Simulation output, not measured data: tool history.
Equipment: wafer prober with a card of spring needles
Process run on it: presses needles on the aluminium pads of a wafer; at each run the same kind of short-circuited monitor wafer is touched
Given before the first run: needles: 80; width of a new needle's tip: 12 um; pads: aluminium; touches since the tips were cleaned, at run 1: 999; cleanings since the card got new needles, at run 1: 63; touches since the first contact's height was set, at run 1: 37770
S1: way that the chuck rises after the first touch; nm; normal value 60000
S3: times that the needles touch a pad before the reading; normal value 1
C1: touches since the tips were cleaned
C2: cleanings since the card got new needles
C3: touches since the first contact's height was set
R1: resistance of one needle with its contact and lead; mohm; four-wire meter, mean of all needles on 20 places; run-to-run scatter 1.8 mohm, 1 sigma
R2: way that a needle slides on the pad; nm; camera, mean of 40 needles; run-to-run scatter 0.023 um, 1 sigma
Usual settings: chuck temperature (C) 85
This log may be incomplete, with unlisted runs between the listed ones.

Run 1, hour 0: usual settings; C1 999; C2 63; C3 37770. Result: R1 193 mohm, R2 14160 nm.
At hour 10: tips cleaned on abrasive film.
At hour 20.6: tips cleaned on abrasive film.
Run 2, hour 26.8: usual settings but S1 72000 nm; C1 2620; C2 65; C3 48924. Result: R1 187 mohm, R2 16960 nm.
At hour 31.8: tips cleaned on abrasive film.
At hour 43.4: tips cleaned on abrasive film.
Run 3, hour 53.4: usual settings; C1 4175; C2 67; C3 59969. Result: R1 193 mohm, R2 14220 nm.
At hour 55.2: tips cleaned on abrasive film.
At hour 66.5: tips cleaned on abrasive film.
At hour 77.5: tips cleaned on abrasive film.
Run 4, hour 84.7: usual settings but chuck temperature (C) 63; C1 2976; C2 70; C3 72944. Result: R1 187 mohm, R2 14130 nm.
At hour 88.8: tips cleaned on abrasive film.
At hour 100.7: tips cleaned on abrasive film.
Run 5, hour 108.9: usual settings but chuck temperature (C) 63; C1 3424; C2 72; C3 83001. Result: R1 187 mohm, R2 14140 nm.
At hour 111.5: tips cleaned on abrasive film.
At hour 123.4: tips cleaned on abrasive film.
At hour 135.1: tips cleaned on abrasive film.
At hour 145.5: tips cleaned on abrasive film.
Run 6, hour 149: usual settings but chuck temperature (C) 63; C1 1493; C2 76; C3 99665. Result: R1 185 mohm, R2 14170 nm.
At hour 155.7: tips cleaned on abrasive film.
At hour 166.1: tips cleaned on abrasive film.
Run 7, hour 170.8: usual settings but chuck temperature (C) 63; C1 1982; C2 78; C3 108707. Result: R1 187 mohm, R2 14140 nm.
At hour 178.4: tips cleaned on abrasive film.
At hour 188.8: tips cleaned on abrasive film.
Run 8, hour 194.2: usual settings but chuck temperature (C) 63; C1 2251; C2 80; C3 118423. Result: R1 187 mohm, R2 14140 nm.
At hour 200.7: tips cleaned on abrasive film.
At hour 212.5: tips cleaned on abrasive film.
At hour 224.2: tips cleaned on abrasive film.
Run 9, hour 227.9: usual settings; C1 1547; C2 83; C3 132433. Result: R1 192 mohm, R2 14120 nm.
At hour 235.6: tips cleaned on abrasive film.
At hour 238.4: height of the first contact set anew.
At hour 247.4: tips cleaned on abrasive film.
At hour 259.3: tips cleaned on abrasive film.
Run 10, hour 261.5: usual settings; C1 910; C2 86; C3 9610. Result: R1 190 mohm, R2 14150 nm.
At hour 271.6: tips cleaned on abrasive film.
At hour 281.8: tips cleaned on abrasive film.
At hour 293.7: tips cleaned on abrasive film.
Run 11, hour 301.4: usual settings; C1 3233; C2 89; C3 26219. Result: R1 191 mohm, R2 14210 nm.
At hour 304.1: tips cleaned on abrasive film.
At hour 316.1: tips cleaned on abrasive film.
At hour 326.9: tips cleaned on abrasive film.
At hour 338.4: tips cleaned on abrasive film.
Run 12, hour 340.1: usual settings; C1 708; C2 93; C3 42232. Result: R1 189 mohm, R2 14120 nm.
At hour 350.2: tips cleaned on abrasive film.
At hour 362.4: tips cleaned on abrasive film.
Run 13, hour 367.8: usual settings but S1 50000 nm, chuck temperature (C) 35, S3 2; C1 2254; C2 95; C3 53755. Result: R1 186 mohm, R2 11800 nm.
At hour 374.7: tips cleaned on abrasive film.
At hour 385.7: tips cleaned on abrasive film.
Run 14, hour 392.7: usual settings but chuck temperature (C) 54; C1 2937; C2 97; C3 64129. Result: R1 185 mohm, R2 14130 nm.
At hour 397.8: tips cleaned on abrasive film.
At hour 409.3: tips cleaned on abrasive film.
Run 15, hour 418.9: usual settings but S1 47000 nm, chuck temperature (C) 74; C1 4017; C2 99; C3 75007. Result: R1 196 mohm, R2 11090 nm.
At hour 420.8: tips cleaned on abrasive film.
At hour 432.7: tips cleaned on abrasive film.
Run 16, hour 441.3: usual settings but S1 43000 nm, chuck temperature (C) 89, S3 3; C1 3610; C2 101; C3 84324. Result: R1 199 mohm, R2 10130 nm.
At hour 443.9: tips cleaned on abrasive film.
At hour 455: tips cleaned on abrasive film.
At hour 466: tips cleaned on abrasive film.
Run 17, hour 466: usual settings but S1 43000 nm, chuck temperature (C) 89, S3 3; C1 0; C2 104; C3 94533. Result: R1 200 mohm, R2 10170 nm.
At hour 476.9: tips cleaned on abrasive film.
At hour 487.4: tips cleaned on abrasive film.
At hour 498.5: tips cleaned on abrasive film.
Run 18, hour 498.5: usual settings but S1 43000 nm, chuck temperature (C) 89, S3 3; C1 0; C2 107; C3 108027. Result: R1 199 mohm, R2 10160 nm.
At hour 510.1: tips cleaned on abrasive film.
At hour 521.6: tips cleaned on abrasive film.
At hour 533: tips cleaned on abrasive film.
Run 19, hour 538.9: usual settings but S1 49000 nm, chuck temperature (C) 31; C1 2502; C2 110; C3 124844. Result: R1 185 mohm, R2 11530 nm.
At hour 543.9: tips cleaned on abrasive film.
At hour 555.9: tips cleaned on abrasive film.
At hour 566: height of the first contact set anew.
At hour 568.6: tips cleaned on abrasive film.
Run 20, hour 572.3: usual settings but chuck temperature (C) 67; C1 1562; C2 113; C3 2612. Result: R1 190 mohm, R2 14150 nm.
At hour 579.6: tips cleaned on abrasive film.
At hour 592.1: tips cleaned on abrasive film.
At hour 603.6: tips cleaned on abrasive film.
Run 21, hour 604.2: usual settings but S1 52000 nm, chuck temperature (C) 80; C1 274; C2 116; C3 15841. Result: R1 194 mohm, R2 12290 nm.

Forecast each of these 5 alternatives for the next run:
At hour 616: tips cleaned on abrasive film.
At hour 626.7: tips cleaned on abrasive film.
Run A, hour 636.4: usual settings but S1 48000 nm, chuck temperature (C) 42; C1 4053; C2 118; C3 29246. Result: R1 ?, R2 ?.
At hour 616: tips cleaned on abrasive film.
At hour 626.7: tips cleaned on abrasive film.
Run B, hour 636.4: usual settings but chuck temperature (C) 28; C1 4053; C2 118; C3 29246. Result: R1 ?, R2 ?.
At hour 616: tips cleaned on abrasive film.
At hour 626.7: tips cleaned on abrasive film.
Run C, hour 636.4: usual settings but S1 65000 nm, chuck temperature (C) 80, S3 2; C1 4053; C2 118; C3 29246. Result: R1 ?, R2 ?.
At hour 616: tips cleaned on abrasive film.
At hour 626.7: tips cleaned on abrasive film.
Run D, hour 636.4: usual settings but chuck temperature (C) 27; C1 4053; C2 118; C3 29246. Result: R1 ?, R2 ?.
At hour 616: tips cleaned on abrasive film.
At hour 626.7: tips cleaned on abrasive film.
Run E, hour 636.4: usual settings but S1 41000 nm, chuck temperature (C) 80; C1 4053; C2 118; C3 29246. Result: R1 ?, R2 ?.

run   R1     R2
  A  187  11320
  B  181  14130
  C  189  15340
  D  180  14160
  E  200   9660
With the hidden condition removed and each run's random variation left untouched, the same runs would have given:
run   R1     R2
  A  186  11320
  B  181  14130
  C  189  15340
  D  180  14160
  E  199   9670

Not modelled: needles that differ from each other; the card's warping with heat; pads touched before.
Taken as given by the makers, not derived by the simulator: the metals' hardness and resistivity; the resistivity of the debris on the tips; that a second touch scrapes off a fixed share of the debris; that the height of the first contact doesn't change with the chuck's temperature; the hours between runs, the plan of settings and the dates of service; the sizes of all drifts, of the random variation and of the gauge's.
